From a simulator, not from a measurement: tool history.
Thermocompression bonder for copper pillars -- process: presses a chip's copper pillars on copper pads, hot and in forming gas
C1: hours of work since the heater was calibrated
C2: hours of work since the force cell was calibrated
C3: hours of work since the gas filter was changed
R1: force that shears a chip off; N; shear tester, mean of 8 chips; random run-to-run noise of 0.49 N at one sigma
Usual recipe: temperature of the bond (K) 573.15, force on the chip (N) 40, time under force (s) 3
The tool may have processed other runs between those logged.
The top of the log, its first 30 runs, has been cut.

Run 31, hour 291.1: usual settings but temperature of the bond (K) 589.15, force on the chip (N) 30; C1 22; C2 351; C3 281. Result: R1 47.5 N.
At hour 299.2: heater calibrated with a thermocouple chip, once more.
At hour 303.7: forming gas filter changed.
Run 32, hour 305.2: usual settings but temperature of the bond (K) 580.15; C1 2; C2 356; C3 1. Result: R1 60.8 N.
Run 33, hour 316.4: usual settings but temperature of the bond (K) 598.15, force on the chip (N) 28, time under force (s) 6; C1 7; C2 360; C3 5. Result: R1 61.9 N.
Run 34, hour 326.8: usual settings but temperature of the bond (K) 557.15, force on the chip (N) 28, time under force (s) 5; C1 12; C2 365; C3 10. Result: R1 45.2 N.
Run 35, hour 335.1: usual settings but temperature of the bond (K) 557.15, force on the chip (N) 28, time under force (s) 5; C1 15; C2 368; C3 13. Result: R1 45.4 N.
Run 36, hour 340.4: usual settings but temperature of the bond (K) 557.15, force on the chip (N) 28, time under force (s) 5; C1 17; C2 371; C3 16. Result: R1 45.2 N.
Run 37, hour 353.3: usual settings but temperature of the bond (K) 557.15, force on the chip (N) 28, time under force (s) 5; C1 23; C2 376; C3 21. Result: R1 45.6 N.
Run 38, hour 364.4: usual settings but temperature of the bond (K) 557.15, force on the chip (N) 46, time under force (s) 2; C1 28; C2 381; C3 26. Result: R1 52.2 N.
Run 39, hour 373.7: usual settings but temperature of the bond (K) 557.15, force on the chip (N) 46, time under force (s) 2; C1 32; C2 385; C3 30. Result: R1 52.6 N.

Forecast each of these 4 alternatives for the next run:
Run A, hour 386.6: usual settings but force on the chip (N) 27; C1 37; C2 390; C3 35. Result: R1 ?.
Run B, hour 386.6: usual settings but temperature of the bond (K) 585.15, force on the chip (N) 27; C1 37; C2 390; C3 35. Result: R1 ?.
Run C, hour 386.6: usual settings but temperature of the bond (K) 561.15, force on the chip (N) 30, time under force (s) 8; C1 37; C2 390; C3 35. Result: R1 ?.
Run D, hour 386.6: usual settings but force on the chip (N) 58, time under force (s) 2; C1 37; C2 390; C3 35. Result: R1 ?.

run    R1
  A  41.9
  B  45.7
  C  56.5
  D  67.4
Stripped of hidden state, with their random variation kept, the same runs would have yielded:
run    R1
  A  43.8
  B  47.7
  C  58.7
  D  69.4
